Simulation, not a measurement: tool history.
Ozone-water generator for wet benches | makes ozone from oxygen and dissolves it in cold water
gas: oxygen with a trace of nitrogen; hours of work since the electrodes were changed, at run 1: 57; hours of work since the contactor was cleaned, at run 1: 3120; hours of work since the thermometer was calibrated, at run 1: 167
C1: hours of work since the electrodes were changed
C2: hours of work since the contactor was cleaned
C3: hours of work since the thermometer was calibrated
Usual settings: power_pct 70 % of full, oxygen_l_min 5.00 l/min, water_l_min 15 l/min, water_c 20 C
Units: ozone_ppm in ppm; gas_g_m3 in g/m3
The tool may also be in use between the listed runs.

run 1 hour=0.0 | power_pct=70 oxygen_l_min=5.00 water_l_min=15 water_c=20 | C1=57 C2=3120 C3=167 | ozone_ppm=24.3 gas_g_m3=238.0
run 2 hour=25.7 | power_pct=70 oxygen_l_min=5.00 water_l_min=15 water_c=20 | C1=80 C2=3143 C3=189 | ozone_ppm=23.8 gas_g_m3=240.1
run 3 hour=39.9 | power_pct=47 oxygen_l_min=5.00 water_l_min=15 water_c=20 | C1=93 C2=3155 C3=202 | ozone_ppm=17.8 gas_g_m3=173.9
run 4 hour=55.3 | power_pct=70 oxygen_l_min=5.00 water_l_min=15 water_c=20 | C1=107 C2=3169 C3=216 | ozone_ppm=23.9 gas_g_m3=239.5
run 5 hour=69.1 | power_pct=70 oxygen_l_min=5.00 water_l_min=15 water_c=20 | C1=119 C2=3181 C3=228 | ozone_ppm=24.1 gas_g_m3=239.0
run 6 hour=96.4 | power_pct=70 oxygen_l_min=5.00 water_l_min=15 water_c=20 | C1=143 C2=3206 C3=253 | ozone_ppm=23.8 gas_g_m3=239.1
run 7 hour=114.0 | power_pct=70 oxygen_l_min=5.83 water_l_min=13 water_c=23 | C1=159 C2=3222 C3=268 | ozone_ppm=23.9 gas_g_m3=215.3

Forecast run 8:
run 8 hour=126.4 | power_pct=70 oxygen_l_min=5.83 water_l_min=13 water_c=23 | C1=170 C2=3233 C3=279 | ozone_ppm=? gas_g_m3=?

{"run 8": {"ozone_ppm": 24.2, "gas_g_m3": 215.7}}
Without the tool's hidden state the same run would have given ozone_ppm 26.1 ppm, gas_g_m3 215.9 g/m3.
